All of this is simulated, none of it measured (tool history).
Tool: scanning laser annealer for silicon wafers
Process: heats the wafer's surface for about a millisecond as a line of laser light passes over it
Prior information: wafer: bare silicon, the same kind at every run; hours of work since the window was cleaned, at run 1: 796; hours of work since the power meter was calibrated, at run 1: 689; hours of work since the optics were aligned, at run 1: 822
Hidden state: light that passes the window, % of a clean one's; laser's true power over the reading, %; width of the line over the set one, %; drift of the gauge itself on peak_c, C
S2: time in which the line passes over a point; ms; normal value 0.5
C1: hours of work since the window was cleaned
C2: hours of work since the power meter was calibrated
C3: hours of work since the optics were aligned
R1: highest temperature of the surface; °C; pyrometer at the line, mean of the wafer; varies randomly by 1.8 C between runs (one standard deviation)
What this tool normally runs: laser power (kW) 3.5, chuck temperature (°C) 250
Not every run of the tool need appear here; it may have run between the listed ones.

Run 1, hour 0: usual settings; C1 796; C2 689; C3 822. Result: R1 939 °C.
Run 2, hour 35.4: usual settings; C1 816; C2 710; C3 843. Result: R1 937 °C.
Run 3, hour 67.6: usual settings; C1 835; C2 728; C3 861. Result: R1 937 °C.
Run 4, hour 96.6: usual settings but chuck temperature (°C) 266; C1 851; C2 745; C3 878. Result: R1 952 °C.
Run 5, hour 126.4: usual settings; C1 868; C2 762; C3 895. Result: R1 936 °C.
Run 6, hour 154.4: usual settings; C1 884; C2 778; C3 911. Result: R1 937 °C.
At hour 182.2: optics aligned, line set to its width.
Run 7, hour 203.5: usual settings; C1 910; C2 803; C3 12. Result: R1 950 °C.
Run 8, hour 243.6: usual settings but laser power (kW) 3.008, S2 0.549 ms, chuck temperature (°C) 269; C1 933; C2 826; C3 35. Result: R1 902 °C.
At hour 262.4: window over the wafer cleaned.
Run 9, hour 275.8: usual settings but laser power (kW) 3.008, S2 0.549 ms, chuck temperature (°C) 269; C1 8; C2 843; C3 52. Result: R1 936 °C.
Run 10, hour 307.2: usual settings but S2 0.524 ms; C1 26; C2 861; C3 70. Result: R1 998 °C.
Run 11, hour 331.5: usual settings but S2 0.432 ms, chuck temperature (°C) 248; C1 40; C2 875; C3 84. Result: R1 936 °C.
Run 12, hour 355.8: usual settings but S2 0.432 ms, chuck temperature (°C) 248; C1 53; C2 889; C3 98. Result: R1 934 °C.
Run 13, hour 395: usual settings but S2 0.432 ms, chuck temperature (°C) 248; C1 76; C2 911; C3 121. Result: R1 933 °C.

Pick out some run-to-run changes in R1. Of each, how much would a tool without hidden state show as well, from the settings, what came in and chance, and how much is left for the hidden state and any gauge scatter not in both results compared?
Run 8 -> 9: window over the wafer cleaned. R1 +34 °C: hidden state +33, all else +1.
Run 9 -> 10: laser power (kW) 3.008 -> 3.5, S2 0.549 -> 0.524, chuck temperature (°C) 269 -> 250. R1 +62 °C: hidden state +0, all else +62.
